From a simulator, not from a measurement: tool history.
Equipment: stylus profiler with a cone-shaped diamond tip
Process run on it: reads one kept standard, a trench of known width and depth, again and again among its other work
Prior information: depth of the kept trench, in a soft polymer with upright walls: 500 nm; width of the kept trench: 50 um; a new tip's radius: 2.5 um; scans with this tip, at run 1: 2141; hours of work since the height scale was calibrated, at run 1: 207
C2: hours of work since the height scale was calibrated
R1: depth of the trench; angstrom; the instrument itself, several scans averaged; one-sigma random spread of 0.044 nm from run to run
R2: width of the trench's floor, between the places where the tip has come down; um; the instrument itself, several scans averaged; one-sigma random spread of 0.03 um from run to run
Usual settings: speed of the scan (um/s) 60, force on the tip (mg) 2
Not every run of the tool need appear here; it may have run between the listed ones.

Run 1, hour 0: usual settings; scans with this tip 2141; C2 207. Result: R1 5034.1 angstrom, R2 46.05 um.
Run 2, hour 36.6: usual settings but force on the tip (mg) 0.68; scans with this tip 2314; C2 223. Result: R1 5014.3 angstrom, R2 45.79 um.
Run 3, hour 86.3: usual settings but speed of the scan (um/s) 157; scans with this tip 2550; C2 246. Result: R1 5033.6 angstrom, R2 45.53 um.
Run 4, hour 141.7: usual settings but speed of the scan (um/s) 157; scans with this tip 2812; C2 272. Result: R1 5034 angstrom, R2 45.43 um.
Run 5, hour 171.3: usual settings but speed of the scan (um/s) 157; scans with this tip 2952; C2 285. Result: R1 5033.1 angstrom, R2 45.42 um.
Run 6, hour 235.1: usual settings but speed of the scan (um/s) 157; scans with this tip 3255; C2 314. Result: R1 5032.8 angstrom, R2 45.3 um.
Run 7, hour 285.9: usual settings but speed of the scan (um/s) 157; scans with this tip 3495; C2 337. Result: R1 5032.9 angstrom, R2 45.21 um.
Run 8, hour 335.7: usual settings but speed of the scan (um/s) 43, force on the tip (mg) 4.01; scans with this tip 3731; C2 360. Result: R1 5054.8 angstrom, R2 45.67 um.
Run 9, hour 379: usual settings but speed of the scan (um/s) 43, force on the tip (mg) 4.01; scans with this tip 3936; C2 380. Result: R1 5054.6 angstrom, R2 45.66 um.
Run 10, hour 422.7: usual settings but speed of the scan (um/s) 46, force on the tip (mg) 1.24; scans with this tip 4144; C2 400. Result: R1 5022.1 angstrom, R2 45.42 um.

Below are 3 alternative next runs, each starting from the tool's condition after run 10. Predict each:
Run A, hour 473.3: usual settings but speed of the scan (um/s) 94, force on the tip (mg) 1.16; scans with this tip 4383; C2 423. Result: R1 ?, R2 ?.
Run B, hour 473.3: usual settings but speed of the scan (um/s) 187, force on the tip (mg) 2.33; scans with this tip 4383; C2 423. Result: R1 ?, R2 ?.
Run C, hour 473.3: usual settings but speed of the scan (um/s) 104, force on the tip (mg) 2.1; scans with this tip 4383; C2 423. Result: R1 ?, R2 ?.

run      R1     R2
  A  5020.3  45.12
  B  5036.1  44.94
  C  5033.6  45.21
What these runs would have given with no unlogged condition in the tool:
run      R1     R2
  A  5025.8   46.5
  B  5041.6  46.32
  C  5039.1  46.59
